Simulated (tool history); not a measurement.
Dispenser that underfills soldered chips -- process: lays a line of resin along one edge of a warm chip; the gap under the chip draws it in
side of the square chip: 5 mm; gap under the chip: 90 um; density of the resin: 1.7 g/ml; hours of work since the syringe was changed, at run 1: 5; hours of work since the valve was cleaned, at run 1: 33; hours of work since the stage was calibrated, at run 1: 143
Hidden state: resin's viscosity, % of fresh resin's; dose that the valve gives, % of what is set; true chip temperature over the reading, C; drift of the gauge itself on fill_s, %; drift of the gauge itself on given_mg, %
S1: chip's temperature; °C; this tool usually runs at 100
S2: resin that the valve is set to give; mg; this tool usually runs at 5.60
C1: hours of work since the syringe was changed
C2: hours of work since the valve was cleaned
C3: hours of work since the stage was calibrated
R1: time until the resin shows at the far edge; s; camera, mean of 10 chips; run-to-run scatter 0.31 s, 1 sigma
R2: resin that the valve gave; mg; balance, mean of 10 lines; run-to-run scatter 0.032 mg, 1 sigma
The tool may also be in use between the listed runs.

run,day,S1,S2,C1,C2,C3,R1,R2
1,0.000,100,5.60,5,33,143,12.5,5.42
# day 0.154: new syringe of resin
2,0.171,100,5.60,0,36,146,8.7,5.39
3,0.283,100,5.60,2,38,147,10.4,5.42
4,0.392,100,5.60,4,40,149,12.0,5.40
5,0.496,100,5.42,6,41,151,14.4,5.23
# day 0.608: new syringe of resin
6,0.650,102,5.42,1,44,153,8.4,5.25
7,0.788,102,5.42,3,46,155,9.7,5.19
8,1.008,102,5.42,7,49,159,13.3,5.23
# day 1.067: new syringe of resin
9,1.150,90,5.60,1,51,161,15.4,5.32
10,1.267,99,6.82,3,53,163,11.5,6.48
11,1.429,99,6.82,6,56,166,15.2,6.47
# day 1.521: new syringe of resin
12,1.596,87,5.18,1,59,168,18.0,4.89
13,1.717,88,5.36,3,60,170,20.9,5.05
14,1.917,88,5.36,6,64,173,27.2,5.08
# day 1.975: new syringe of resin
15,2.133,93,5.19,3,67,177,15.3,4.88
16,2.304,85,6.29,5,70,179,27.9,5.86
# day 2.433: new syringe of resin
17,2.454,107,5.60,0,72,182,6.8,5.25

Each row is a separate what-if for the run after 17, all from the same tool condition, not one after another. Results?
A,2.550,107,6.99,2,74,183,?,?
B,2.550,97,6.26,2,74,183,?,?
C,2.550,115,6.56,2,74,183,?,?
D,2.550,110,5.60,2,74,183,?,?
E,2.550,109,6.16,2,74,183,?,?

run,R1,R2
A,7.4,6.46
B,11.6,5.80
C,5.1,6.10
D,6.4,5.22
E,6.5,5.74
What these runs would have given with no unlogged condition in the tool:
run,R1,R2
A,6.1,6.95
B,9.4,6.24
C,4.2,6.56
D,5.1,5.61
E,5.2,6.17
